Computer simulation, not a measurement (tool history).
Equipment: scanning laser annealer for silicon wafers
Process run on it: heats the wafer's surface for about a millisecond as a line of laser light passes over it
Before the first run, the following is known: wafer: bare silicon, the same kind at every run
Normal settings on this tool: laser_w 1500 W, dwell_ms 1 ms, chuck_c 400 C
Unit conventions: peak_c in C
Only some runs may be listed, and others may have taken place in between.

| run | hour | laser_w | dwell_ms | chuck_c | peak_c |
|---|---|---|---|---|---|
| 1 | 0 | 1500 | 1 | 400 | 1156 |
| 2 | 33.9 | 1500 | 1 | 400 | 1157 |
| 3 | 67.6 | 1500 | 1 | 400 | 1158 |
| 4 | 96.6 | 1500 | 1 | 400 | 1152 |
| 5 | 128.8 | 1500 | 1 | 400 | 1149 |
| 6 | 162.5 | 1500 | 1 | 400 | 1149 |
| 7 | 192.8 | 1500 | 1 | 400 | 1148 |
| 8 | 210.8 | 1500 | 1 | 400 | 1143 |
| 9 | 242.4 | 1500 | 1 | 400 | 1148 |
| 10 | 272.8 | 1621 | 1 | 400 | 1215 |
| 11 | 288.7 | 1500 | 1 | 365 | 1108 |
| 12 | 307.4 | 1500 | 0.88 | 365 | 1065 |
| 13 | 328.7 | 1500 | 0.88 | 365 | 1066 |
| 14 | 343.2 | 1500 | 0.87 | 365 | 1060 |
| 15 | 363.9 | 1500 | 0.8 | 400 | 1068 |
| 16 | 398.4 | 1500 | 0.8 | 400 | 1067 |
| 17 | 412.7 | 1500 | 0.8 | 400 | 1068 |
|  | 436.9 | window over the wafer cleaned |
| 18 | 444.7 | 1500 | 0.8 | 400 | 1084 |
| 19 | 473.1 | 1500 | 1.23 | 400 | 1225 |
| 20 | 505.4 | 1500 | 1 | 400 | 1151 |
| 21 | 531.9 | 1500 | 1 | 400 | 1149 |
| 22 | 553.1 | 1325 | 0.86 | 400 | 1007 |
| 23 | 580.2 | 1325 | 0.86 | 400 | 1002 |
| 24 | 613.8 | 1455 | 0.92 | 385 | 1080 |
| 25 | 632.2 | 1455 | 0.87 | 380 | 1055 |
| 26 | 654.3 | 1622 | 1 | 369 | 1185 |
| 27 | 683.4 | 1622 | 1 | 369 | 1183 |
| 28 | 700.1 | 1622 | 1.22 | 369 | 1260 |
| 29 | 718.8 | 1622 | 1.22 | 369 | 1261 |
| 30 | 744.5 | 1515 | 0.79 | 371 | 1045 |
| 31 | 770.7 | 1515 | 0.79 | 371 | 1043 |
| 32 | 801.8 | 1531 | 1.14 | 400 | 1201 |
| 33 | 816.1 | 1423 | 0.76 | 427 | 1041 |
| 34 | 834.3 | 1372 | 1.04 | 400 | 1076 |
| 35 | 856.6 | 1564 | 1 | 381 | 1155 |
| 36 | 886.6 | 1633 | 1.1 | 389 | 1233 |
| 37 | 902.9 | 1633 | 1.1 | 418 | 1262 |
| 38 | 936.8 | 1633 | 0.93 | 418 | 1201 |
| 39 | 961.6 | 1633 | 0.93 | 418 | 1200 |
| 40 | 987.6 | 1633 | 0.93 | 418 | 1199 |
| 41 | 1019.2 | 1633 | 0.93 | 418 | 1198 |

Below are 3 alternative next runs, each starting from the tool's condition after run 41. Predict each:
|  | 1023.8 | window over the wafer cleaned |
| A | 1045.4 | 1478 | 0.94 | 414 | ? |
|  | 1023.8 | window over the wafer cleaned |
| B | 1045.4 | 1334 | 0.93 | 433 | ? |
|  | 1023.8 | window over the wafer cleaned |
| C | 1045.4 | 1500 | 0.82 | 400 | ? |

| run | peak_c |
|---|---|
| A | 1131 |
| B | 1064 |
| C | 1083 |
The same runs, with their run-to-run variation unchanged, on a tool lacking any hidden condition would have given:
| run | peak_c |
|---|---|
| A | 1149 |
| B | 1080 |
| C | 1100 |
